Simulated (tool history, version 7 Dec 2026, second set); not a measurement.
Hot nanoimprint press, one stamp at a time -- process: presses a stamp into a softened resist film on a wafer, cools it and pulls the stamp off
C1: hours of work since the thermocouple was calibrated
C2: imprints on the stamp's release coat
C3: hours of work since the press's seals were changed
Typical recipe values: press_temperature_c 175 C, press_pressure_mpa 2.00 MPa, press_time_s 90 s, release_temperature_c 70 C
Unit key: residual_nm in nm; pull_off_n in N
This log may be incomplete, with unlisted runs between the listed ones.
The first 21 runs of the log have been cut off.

Run 22, hour 206.5: usual settings but release_temperature_c 66 C; C1 118; C2 298; C3 281. Result: residual_nm 417.3 nm, pull_off_n 158 N.
At hour 210.7: plate thermocouple calibrated.
Run 23, hour 220.3: usual settings but press_time_s 71 s; C1 4; C2 321; C3 285. Result: residual_nm 449.2 nm, pull_off_n 159 N.
Run 24, hour 230.9: usual settings but press_temperature_c 176 C; C1 8; C2 343; C3 290. Result: residual_nm 407.3 nm, pull_off_n 157 N.
Run 25, hour 238.2: usual settings but press_temperature_c 176 C; C1 12; C2 359; C3 293. Result: residual_nm 406.3 nm, pull_off_n 153 N.
Run 26, hour 249.1: usual settings but press_temperature_c 177 C, press_pressure_mpa 2.01 MPa, press_time_s 140 s; C1 16; C2 382; C3 297. Result: residual_nm 337.3 nm, pull_off_n 159 N.
At hour 257.0: plate thermocouple calibrated, once more.
Run 27, hour 265.4: usual settings but press_temperature_c 177 C, press_pressure_mpa 2.01 MPa, press_time_s 140 s; C1 4; C2 410; C3 303. Result: residual_nm 332.5 nm, pull_off_n 160 N.
Run 28, hour 273.6: usual settings but press_temperature_c 177 C, press_pressure_mpa 2.01 MPa, press_time_s 140 s, release_temperature_c 74 C; C1 7; C2 428; C3 306. Result: residual_nm 333.6 nm, pull_off_n 155 N.
Run 29, hour 283.4: usual settings but press_temperature_c 177 C, press_pressure_mpa 2.01 MPa, press_time_s 168 s, release_temperature_c 74 C; C1 11; C2 449; C3 310. Result: residual_nm 315.3 nm, pull_off_n 158 N.
Run 30, hour 294.6: usual settings but press_pressure_mpa 2.57 MPa, press_time_s 163 s, release_temperature_c 56 C; C1 16; C2 473; C3 315. Result: residual_nm 305.1 nm, pull_off_n 183 N.
Run 31, hour 301.8: usual settings but press_pressure_mpa 2.57 MPa, press_time_s 163 s, release_temperature_c 56 C; C1 19; C2 488; C3 318. Result: residual_nm 304.3 nm, pull_off_n 185 N.

Here are 3 independent what-if runs from the current tool condition. What would each one return?
Run A, hour 309.0: usual settings but press_temperature_c 165 C, press_pressure_mpa 2.80 MPa; C1 22; C2 503; C3 321. Result: residual_nm ?, pull_off_n ?.
Run B, hour 309.0: usual settings but press_pressure_mpa 2.91 MPa; C1 22; C2 503; C3 321. Result: residual_nm ?, pull_off_n ?.
Run C, hour 309.0: usual settings but press_pressure_mpa 1.33 MPa, press_time_s 163 s, release_temperature_c 75 C; C1 22; C2 503; C3 321. Result: residual_nm ?, pull_off_n ?.

run  residual_nm  pull_off_n
  A        511.1         170
  B        347.6         168
  C        416.4         156
Stripped of hidden state, with their random variation kept, the same runs would have yielded:
run  residual_nm  pull_off_n
  A        505.6         144
  B        341.9         143
  C        412.8         132
